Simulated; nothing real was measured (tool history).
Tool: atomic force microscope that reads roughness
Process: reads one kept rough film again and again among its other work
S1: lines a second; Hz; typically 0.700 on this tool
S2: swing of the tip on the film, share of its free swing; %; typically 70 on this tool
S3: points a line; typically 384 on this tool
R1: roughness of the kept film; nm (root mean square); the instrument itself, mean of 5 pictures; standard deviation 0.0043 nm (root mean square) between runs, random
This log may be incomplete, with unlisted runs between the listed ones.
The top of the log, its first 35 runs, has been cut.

{"run": 36, "hour": 305.0, "S1": 0.7, "S2": 82, "S3": 787, "R1": 1.534}
{"run": 37, "hour": 312.6, "S1": 0.7, "S2": 70, "S3": 535, "R1": 1.546}
{"run": 38, "hour": 319.0, "S1": 0.857, "S2": 64, "S3": 535, "R1": 1.535}
{"run": 39, "hour": 330.4, "S1": 0.529, "S2": 64, "S3": 708, "R1": 1.548}
{"run": 40, "hour": 339.6, "S1": 0.529, "S2": 64, "S3": 708, "R1": 1.543}
{"run": 41, "hour": 344.8, "S1": 2.209, "S2": 73, "S3": 615, "R1": 1.474}
{"run": 42, "hour": 356.2, "S1": 2.209, "S2": 73, "S3": 615, "R1": 1.468}
{"run": 43, "hour": 365.7, "S1": 2.209, "S2": 73, "S3": 615, "R1": 1.469}
{"run": 44, "hour": 372.4, "S1": 3.698, "S2": 73, "S3": 615, "R1": 1.413}
{"run": 45, "hour": 381.2, "S1": 3.698, "S2": 73, "S3": 615, "R1": 1.412}

Branching from run 45: 5 alternative next runs. What would each branch give?
{"run": "A", "hour": 387.5, "S1": 0.608, "S2": 72, "S3": 689, "R1": "?"}
{"run": "B", "hour": 387.5, "S1": 0.7, "S2": 71, "S3": 384, "R1": "?"}
{"run": "C", "hour": 387.5, "S1": 0.949, "S2": 65, "S3": 403, "R1": "?"}
{"run": "D", "hour": 387.5, "S1": 2.82, "S2": 72, "S3": 452, "R1": "?"}
{"run": "E", "hour": 387.5, "S1": 3.282, "S2": 70, "S3": 384, "R1": "?"}

run=A R1=1.527
run=B R1=1.519
run=C R1=1.517
run=D R1=1.436
run=E R1=1.432
Without the tool's unlogged condition, the same runs would have read:
run=A R1=1.571
run=B R1=1.564
run=C R1=1.562
run=D R1=1.478
run=E R1=1.474
